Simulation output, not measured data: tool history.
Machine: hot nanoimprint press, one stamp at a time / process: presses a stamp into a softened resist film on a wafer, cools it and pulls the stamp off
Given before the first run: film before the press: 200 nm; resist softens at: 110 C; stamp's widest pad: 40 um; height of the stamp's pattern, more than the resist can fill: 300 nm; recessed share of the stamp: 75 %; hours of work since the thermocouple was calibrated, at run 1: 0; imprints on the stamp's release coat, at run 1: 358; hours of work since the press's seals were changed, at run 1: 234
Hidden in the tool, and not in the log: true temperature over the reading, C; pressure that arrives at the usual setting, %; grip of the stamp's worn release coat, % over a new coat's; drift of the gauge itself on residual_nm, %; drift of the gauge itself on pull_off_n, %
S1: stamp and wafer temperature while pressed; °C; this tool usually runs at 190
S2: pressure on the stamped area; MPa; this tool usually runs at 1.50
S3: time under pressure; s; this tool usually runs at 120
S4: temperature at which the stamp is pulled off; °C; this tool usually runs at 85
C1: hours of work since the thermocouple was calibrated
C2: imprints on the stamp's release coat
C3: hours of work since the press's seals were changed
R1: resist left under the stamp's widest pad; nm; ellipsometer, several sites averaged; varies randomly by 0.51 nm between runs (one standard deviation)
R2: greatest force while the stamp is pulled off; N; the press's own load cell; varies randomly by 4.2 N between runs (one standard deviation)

{"run": 1, "hour": 0.0, "S1": 190, "S2": 1.5, "S3": 120, "S4": 85, "C1": 0, "C2": 358, "C3": 234, "R1": 74.0, "R2": 208}
{"run": 2, "hour": 30.9, "S1": 190, "S2": 1.5, "S3": 144, "S4": 85, "C1": 25, "C2": 463, "C3": 259, "R1": 68.8, "R2": 210}
{"run": 3, "hour": 73.5, "S1": 190, "S2": 1.5, "S3": 144, "S4": 85, "C1": 59, "C2": 608, "C3": 293, "R1": 68.7, "R2": 204}
{"run": 4, "hour": 105.6, "S1": 190, "S2": 1.5, "S3": 144, "S4": 85, "C1": 84, "C2": 717, "C3": 318, "R1": 68.0, "R2": 209}
{"run": 5, "hour": 139.9, "S1": 190, "S2": 1.5, "S3": 144, "S4": 85, "C1": 111, "C2": 834, "C3": 346, "R1": 69.1, "R2": 207}
{"hour": 152.4, "done": "stamp cleaned and given a new release coat"}
{"run": 6, "hour": 195.8, "S1": 190, "S2": 1.85, "S3": 120, "S4": 85, "C1": 151, "C2": 148, "C3": 386, "R1": 64.0, "R2": 209}
{"run": 7, "hour": 246.0, "S1": 190, "S2": 1.85, "S3": 120, "S4": 85, "C1": 191, "C2": 318, "C3": 426, "R1": 65.5, "R2": 213}
{"run": 8, "hour": 294.4, "S1": 190, "S2": 1.85, "S3": 120, "S4": 85, "C1": 230, "C2": 483, "C3": 464, "R1": 66.0, "R2": 206}
{"run": 9, "hour": 318.3, "S1": 198, "S2": 1.85, "S3": 120, "S4": 85, "C1": 249, "C2": 564, "C3": 483, "R1": 52.2, "R2": 204}
{"run": 10, "hour": 347.6, "S1": 198, "S2": 1.85, "S3": 132, "S4": 85, "C1": 272, "C2": 664, "C3": 507, "R1": 49.8, "R2": 206}
{"run": 11, "hour": 379.5, "S1": 198, "S2": 1.85, "S3": 132, "S4": 85, "C1": 298, "C2": 773, "C3": 532, "R1": 49.8, "R2": 205}
{"hour": 393.4, "done": "plate thermocouple calibrated"}
{"hour": 416.8, "done": "stamp cleaned and given a new release coat"}
{"run": 12, "hour": 422.6, "S1": 198, "S2": 1.85, "S3": 132, "S4": 85, "C1": 19, "C2": 20, "C3": 559, "R1": 51.1, "R2": 202}
{"run": 13, "hour": 473.4, "S1": 198, "S2": 1.85, "S3": 132, "S4": 85, "C1": 59, "C2": 193, "C3": 600, "R1": 49.9, "R2": 214}
{"run": 14, "hour": 506.8, "S1": 198, "S2": 1.85, "S3": 132, "S4": 85, "C1": 86, "C2": 306, "C3": 626, "R1": 50.6, "R2": 204}
{"run": 15, "hour": 545.2, "S1": 190, "S2": 1.08, "S3": 108, "S4": 76, "C1": 116, "C2": 437, "C3": 657, "R1": 89.8, "R2": 238}
{"run": 16, "hour": 596.2, "S1": 190, "S2": 1.08, "S3": 108, "S4": 76, "C1": 157, "C2": 610, "C3": 698, "R1": 89.6, "R2": 245}
{"run": 17, "hour": 644.0, "S1": 186, "S2": 2.05, "S3": 120, "S4": 80, "C1": 195, "C2": 773, "C3": 736, "R1": 70.2, "R2": 228}
{"hour": 677.0, "done": "stamp cleaned and given a new release coat"}
{"run": 18, "hour": 682.5, "S1": 186, "S2": 2.05, "S3": 120, "S4": 80, "C1": 221, "C2": 19, "C3": 762, "R1": 70.9, "R2": 219}
{"run": 19, "hour": 733.1, "S1": 183, "S2": 1.5, "S3": 219, "S4": 85, "C1": 261, "C2": 191, "C3": 802, "R1": 71.3, "R2": 214}
{"run": 20, "hour": 770.2, "S1": 190, "S2": 1.03, "S3": 120, "S4": 85, "C1": 291, "C2": 317, "C3": 831, "R1": 88.3, "R2": 215}
{"hour": 792.0, "done": "plate thermocouple calibrated"}
{"run": 21, "hour": 804.4, "S1": 190, "S2": 1.03, "S3": 120, "S4": 85, "C1": 10, "C2": 423, "C3": 856, "R1": 89.9, "R2": 215}
{"run": 22, "hour": 847.3, "S1": 179, "S2": 1.59, "S3": 92, "S4": 72, "C1": 44, "C2": 569, "C3": 891, "R1": 109.0, "R2": 244}

What will run 23 give?
{"run": 23, "hour": 880.6, "S1": 179, "S2": 1.59, "S3": 92, "S4": 72, "C1": 71, "C2": 682, "C3": 917, "R1": "?", "R2": "?"}

Run 23 yielded R1 108.6 nm, R2 250 N.
Were there no unlogged condition in the tool, this run, its random variation unchanged, would have produced R1 108.5 nm, R2 247 N.
